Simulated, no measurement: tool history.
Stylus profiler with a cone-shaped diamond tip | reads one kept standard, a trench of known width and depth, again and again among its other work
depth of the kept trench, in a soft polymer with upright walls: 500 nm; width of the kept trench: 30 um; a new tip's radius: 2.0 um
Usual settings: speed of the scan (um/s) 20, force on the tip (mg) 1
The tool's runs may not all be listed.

run	day	speed of the scan (um/s)	force on the tip (mg)	depth of the trench (angstrom)	width of the trench's floor (um)
1	0	20	1	5043	27.22
2	0.433	20	1	5040.2	27.17
3	1.3	20	1	5043.6	27.22
4	1.979	20	1	5042.3	27.22
5	2.817	23	1	5042.5	27.1
6	3.462	20	0.43	5025.7	27.08
7	4.354	22	1	5045.1	27.14
8	4.812	22	1.27	5049.1	27.21
9	5.521	22	1.27	5052.1	27.12
10	6.262	22	1.27	5052.6	27.15
11	6.942	22	1.27	5050.6	27.12
12	7.308	6	1.91	5066.4	27.38
13	7.983	6	1.91	5065.2	27.26
14	8.675	6	1.91	5065.8	27.23
# day 8.775: height scale calibrated on a step standard
15	9.283	8	0.65	5035.5	27.17
16	9.788	8	0.65	5036.6	27.18
17	10.3	8	0.65	5035.6	27.17
18	10.738	36	1.53	5061.4	26.97
19	11.396	6	1.58	5060.4	27.22
20	11.904	8	0.83	5042.2	27.23
# day 12.492: height scale calibrated on a step standard, once more
21	12.758	8	0.83	5035.2	27.18

Forecast each of these 5 alternatives for the next run:
A	13.6	15	1.32	?	?
B	13.6	7	0.95	?	?
C	13.6	57	1	?	?
D	13.6	8	1.22	?	?
E	13.6	47	0.47	?	?

run	depth of the trench (angstrom)	width of the trench's floor (um)
A	5049.8	27.12
B	5040.6	27.17
C	5041.9	26.71
D	5045.9	27.15
E	5023.1	26.68
Without the tool's hidden state the same runs would have given:
run	depth of the trench (angstrom)	width of the trench's floor (um)
A	5050.5	27.23
B	5041.3	27.27
C	5042.6	26.81
D	5046.6	27.25
E	5023.8	26.78
